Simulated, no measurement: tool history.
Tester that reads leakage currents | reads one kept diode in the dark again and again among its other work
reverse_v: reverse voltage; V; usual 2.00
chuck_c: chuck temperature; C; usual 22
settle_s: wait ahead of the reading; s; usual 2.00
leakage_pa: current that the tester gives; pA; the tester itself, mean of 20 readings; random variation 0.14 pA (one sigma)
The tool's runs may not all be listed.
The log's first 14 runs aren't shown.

run    hour  reverse_v  chuck_c  settle_s  leakage_pa
 15   582.9       2.00       22      2.00       42.60
      617.4  -- chuck's temperature calibrated
 16   627.0       2.00       22      0.44       48.17
 17   660.3       4.67       22      0.44       75.07
 18   707.7       4.67       22      0.44       74.59
 19   742.4       6.92       39      0.32      277.33
      748.7  -- probe card cleaned and baked
 20   788.6       6.92       33      0.39      193.83
 21   843.1       5.70       34      2.69      179.80
 22   901.9      12.96       26      1.00      171.18
      929.0  -- probe card cleaned and baked, once more
 23   949.6       1.44       22      2.00       36.61
 24   998.3       1.44       22      2.00       36.18
 25  1040.3       1.42       35      1.58       90.53
 26  1084.6       1.42       35      1.58       89.52
 27  1119.2       1.42       35      6.60       89.56
 28  1152.5       1.42       35      6.60       88.56
 29  1192.1      14.29       55      1.86      977.19
 30  1253.3      14.29       38      2.33      327.92
 31  1289.7      14.29       38      2.33      328.15
 32  1330.5       6.06       44      2.33      318.78
 33  1389.7      12.65       41      9.05      369.50
 34  1434.8      12.65       35      7.26      247.06
     1464.6  -- chuck's temperature calibrated
 35  1475.1      12.47       39      1.45      363.13
 36  1525.3       1.85       21      0.57       41.23

4 ways to go on from here, each from the tool as it stands after run 36. What would each give?
  A  1557.9       7.51       44      0.87           ?
  B  1557.9      11.68       21      0.57           ?
  C  1557.9       5.01       30      1.46           ?
  D  1557.9       2.00       24      2.00           ?

run  leakage_pa
  A      386.64
  B      106.33
  C      124.84
  D       52.00
Without the tool's hidden state the same runs would have given:
run  leakage_pa
  A      391.12
  B      104.19
  C      125.48
  D       52.33

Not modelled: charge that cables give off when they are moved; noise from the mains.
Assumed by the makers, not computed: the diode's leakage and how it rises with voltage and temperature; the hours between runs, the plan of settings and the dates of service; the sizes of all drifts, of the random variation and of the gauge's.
